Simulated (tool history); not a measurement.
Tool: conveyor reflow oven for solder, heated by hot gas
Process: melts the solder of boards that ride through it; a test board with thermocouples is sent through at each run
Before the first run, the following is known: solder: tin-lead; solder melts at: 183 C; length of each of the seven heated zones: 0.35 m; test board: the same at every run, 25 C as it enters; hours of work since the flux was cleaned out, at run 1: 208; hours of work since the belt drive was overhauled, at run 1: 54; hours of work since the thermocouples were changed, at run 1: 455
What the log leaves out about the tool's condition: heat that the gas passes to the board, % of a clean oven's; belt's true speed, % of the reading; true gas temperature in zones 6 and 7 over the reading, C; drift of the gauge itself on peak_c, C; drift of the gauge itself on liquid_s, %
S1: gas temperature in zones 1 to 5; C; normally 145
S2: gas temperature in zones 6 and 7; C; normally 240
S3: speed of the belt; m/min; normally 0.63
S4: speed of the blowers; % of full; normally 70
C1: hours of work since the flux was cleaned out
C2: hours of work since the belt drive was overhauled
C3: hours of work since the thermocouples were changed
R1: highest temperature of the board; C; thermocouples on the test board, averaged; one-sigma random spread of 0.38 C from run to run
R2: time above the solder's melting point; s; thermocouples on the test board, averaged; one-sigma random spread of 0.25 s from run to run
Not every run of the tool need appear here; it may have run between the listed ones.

| run | day | S1 | S2 | S3 | S4 | C1 | C2 | C3 | R1 | R2 |
|---|---|---|---|---|---|---|---|---|---|---|
| 1 | 0 | 145 | 240 | 0.63 | 70 | 208 | 54 | 455 | 218.4 | 52.2 |
| 2 | 1.967 | 145 | 252 | 0.63 | 70 | 228 | 74 | 475 | 228 | 57.8 |
| 3 | 3.288 | 145 | 252 | 0.63 | 70 | 241 | 87 | 488 | 227.1 | 57.3 |
| 4 | 4.929 | 145 | 252 | 0.63 | 70 | 257 | 103 | 504 | 227.5 | 57.4 |
|  | 5.438 | thermocouples of zones 6 and 7 changed |
| 5 | 6.821 | 145 | 252 | 0.63 | 70 | 275 | 121 | 14 | 229.2 | 58.3 |
| 6 | 8.538 | 145 | 240 | 0.63 | 70 | 292 | 138 | 31 | 218.4 | 52.5 |
| 7 | 10.688 | 145 | 240 | 0.63 | 70 | 314 | 159 | 52 | 218.5 | 52.5 |
| 8 | 11.896 | 145 | 240 | 0.63 | 70 | 326 | 171 | 64 | 218.1 | 52.1 |
| 9 | 14.067 | 145 | 240 | 0.63 | 70 | 347 | 193 | 86 | 217.7 | 51.7 |
| 10 | 16.362 | 145 | 249 | 0.63 | 70 | 370 | 216 | 108 | 224.7 | 56.4 |
| 11 | 17.721 | 145 | 249 | 0.63 | 70 | 383 | 229 | 122 | 223.4 | 56.6 |
| 12 | 19.35 | 145 | 249 | 0.63 | 70 | 399 | 245 | 138 | 224 | 56.1 |
| 13 | 21.212 | 145 | 240 | 0.63 | 70 | 418 | 264 | 157 | 217.5 | 51.5 |
|  | 21.625 | flux residue cleaned out of gas plates and filters |
|  | 21.792 | belt drive overhauled, speed set with a stopwatch |
| 14 | 23.667 | 145 | 240 | 0.63 | 70 | 19 | 19 | 177 | 221.1 | 55.1 |
| 15 | 25.175 | 142 | 240 | 0.63 | 70 | 34 | 34 | 192 | 221.3 | 54.1 |
| 16 | 27.079 | 142 | 240 | 0.63 | 70 | 52 | 52 | 211 | 221.2 | 53.7 |
| 17 | 28.642 | 142 | 240 | 0.63 | 70 | 68 | 68 | 227 | 220.7 | 53.8 |
| 18 | 30.858 | 152 | 231 | 0.641 | 73 | 90 | 90 | 249 | 215.7 | 53.2 |
|  | 31.712 | belt drive overhauled, speed set with a stopwatch, once more |
| 19 | 32.542 | 132 | 239 | 0.641 | 73 | 105 | 8 | 264 | 217.4 | 46.9 |
| 20 | 33.758 | 132 | 239 | 0.641 | 73 | 117 | 20 | 276 | 217 | 46.8 |
| 21 | 34.904 | 140 | 240 | 0.63 | 70 | 129 | 32 | 287 | 219.5 | 51.6 |
| 22 | 36.083 | 140 | 241 | 0.52 | 70 | 140 | 43 | 299 | 225.7 | 68.1 |
| 23 | 37.692 | 140 | 241 | 0.52 | 70 | 156 | 59 | 315 | 226.3 | 68.1 |
| 24 | 39.354 | 140 | 241 | 0.52 | 70 | 173 | 76 | 331 | 226.1 | 67.4 |
| 25 | 41.475 | 157 | 240 | 0.567 | 62 | 194 | 97 | 352 | 222.5 | 65.9 |
| 26 | 43.538 | 157 | 240 | 0.567 | 62 | 214 | 117 | 373 | 221.8 | 66.2 |
| 27 | 45.283 | 157 | 240 | 0.567 | 62 | 232 | 135 | 390 | 222.4 | 66 |
| 28 | 46.304 | 157 | 240 | 0.567 | 62 | 242 | 145 | 400 | 221.6 | 66.1 |
| 29 | 48.092 | 143 | 229 | 0.7 | 51 | 259 | 163 | 418 | 197.7 | 25.5 |
| 30 | 50.217 | 135 | 229 | 0.7 | 60 | 281 | 184 | 439 | 198.7 | 26.8 |

What if the next run were any one of these 3? Each begins from the tool's condition after run 30:
| A | 51.917 | 139 | 240 | 0.63 | 81 | 297 | 201 | 456 | ? | ? |
| B | 51.917 | 137 | 245 | 0.7 | 60 | 297 | 201 | 456 | ? | ? |
| C | 51.917 | 149 | 240 | 0.503 | 53 | 297 | 201 | 456 | ? | ? |

| run | R1 | R2 |
|---|---|---|
| A | 220.5 | 52.4 |
| B | 211.3 | 38.9 |
| C | 220.4 | 69.2 |
Without the tool's unlogged condition, the same runs would have read:
| run | R1 | R2 |
|---|---|---|
| A | 224.8 | 55.1 |
| B | 215.7 | 42.5 |
| C | 223.4 | 71.3 |
